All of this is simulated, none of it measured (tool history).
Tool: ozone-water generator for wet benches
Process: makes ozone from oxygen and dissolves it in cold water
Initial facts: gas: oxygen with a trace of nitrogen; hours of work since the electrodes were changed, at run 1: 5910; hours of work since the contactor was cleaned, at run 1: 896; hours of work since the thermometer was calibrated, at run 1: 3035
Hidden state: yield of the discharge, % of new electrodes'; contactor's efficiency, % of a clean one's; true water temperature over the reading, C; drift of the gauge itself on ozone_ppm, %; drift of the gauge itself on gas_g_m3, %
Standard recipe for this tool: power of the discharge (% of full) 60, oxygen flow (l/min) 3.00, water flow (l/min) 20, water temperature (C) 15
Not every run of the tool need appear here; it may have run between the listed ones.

run	hour	power of the discharge (% of full)	oxygen flow (l/min)	water flow (l/min)	water temperature (C)	hours of work since the electrodes were changed	hours of work since the contactor was cleaned	hours of work since the thermometer was calibrated	dissolved ozone (ppm)	ozone in the gas ahead of the water (g/m3)
1	0.0	60	3.00	20	15	5910	896	3035	9.61	129.7
2	134.5	60	3.00	20	15	6013	999	3138	9.71	129.4
3	245.6	60	3.00	20	20	6098	1084	3223	9.09	128.8
4	366.1	60	3.00	20	20	6191	1177	3316	9.19	130.2
5	488.2	57	3.00	20	15	6285	1271	3410	9.24	124.9
6	645.8	60	3.00	29	15	6406	1392	3531	6.32	129.2
7	823.8	60	3.00	20	15	6543	1529	3668	9.59	129.4
8	919.7	60	3.00	20	15	6617	1603	3742	9.39	128.6
9	1008.4	60	3.00	20	15	6685	1671	3810	9.40	128.9
10	1161.6	60	3.00	20	15	6803	1789	3928	9.40	128.1
11	1350.9	60	3.00	20	15	6948	1934	4073	9.39	126.3
12	1450.8	60	3.00	20	15	7025	2011	4150	9.60	126.8
13	1582.8	60	3.00	20	15	7126	2112	4251	9.35	126.7
14	1752.8	61	3.00	20	15	7257	2243	4382	9.46	128.2
15	1884.1	61	3.00	20	15	7358	2344	4483	9.41	127.8
16	1975.9	61	3.00	20	15	7429	2415	4554	9.21	128.1
17	2159.4	61	3.00	20	15	7570	2556	4695	9.28	128.6
18	2246.0	61	1.90	25	15	7636	2622	4761	6.56	164.1
# hour 2316.2: water thermometer calibrated
19	2396.5	52	3.00	31	11	7752	2738	62	5.07	113.1
20	2561.8	52	3.00	31	11	7879	2865	189	5.23	113.1
21	2740.4	74	3.00	18	20	8016	3002	326	11.10	146.1
22	2871.8	63	2.43	20	11	8117	3103	427	9.52	144.8
23	2964.3	63	2.43	19	13	8188	3174	498	9.87	144.6
24	3095.6	73	2.59	15	17	8289	3275	599	13.40	155.3
25	3272.8	73	4.36	15	10	8425	3411	735	15.05	114.6
26	3417.3	41	2.76	17	7	8536	3522	846	8.69	100.0
27	3556.1	60	5.16	20	15	8643	3629	953	9.34	92.8
28	3671.9	65	2.66	25	8	8732	3718	1042	7.65	139.7
29	3852.3	65	2.66	25	8	8871	3857	1181	7.60	139.2
30	3984.9	84	3.00	20	15	8973	3959	1283	11.20	155.0
31	4116.2	56	3.00	20	15	9074	4060	1384	8.43	117.3
32	4251.9	56	3.00	20	15	9178	4164	1488	8.35	116.8
33	4384.6	89	3.00	22	15	9280	4266	1590	10.24	159.9

Consider 4 possible next runs. They are alternatives, not a sequence: every one starts from the tool as it was left by run 33. What does each give?
A	4496.9	45	3.00	22	18	9366	4352	1676	?	?
B	4496.9	57	3.00	20	17	9366	4352	1676	?	?
C	4496.9	60	3.31	23	12	9366	4352	1676	?	?
D	4496.9	89	1.84	22	15	9366	4352	1676	?	?

run	dissolved ozone (ppm)	ozone in the gas ahead of the water (g/m3)
A	6.23	99.0
B	8.18	116.8
C	7.72	115.9
D	9.39	209.3
Take away the tool's hidden state, keep each run's random variation, and the runs would have read:
run	dissolved ozone (ppm)	ozone in the gas ahead of the water (g/m3)
A	7.45	111.5
B	10.09	135.8
C	9.61	135.6
D	12.29	258.2

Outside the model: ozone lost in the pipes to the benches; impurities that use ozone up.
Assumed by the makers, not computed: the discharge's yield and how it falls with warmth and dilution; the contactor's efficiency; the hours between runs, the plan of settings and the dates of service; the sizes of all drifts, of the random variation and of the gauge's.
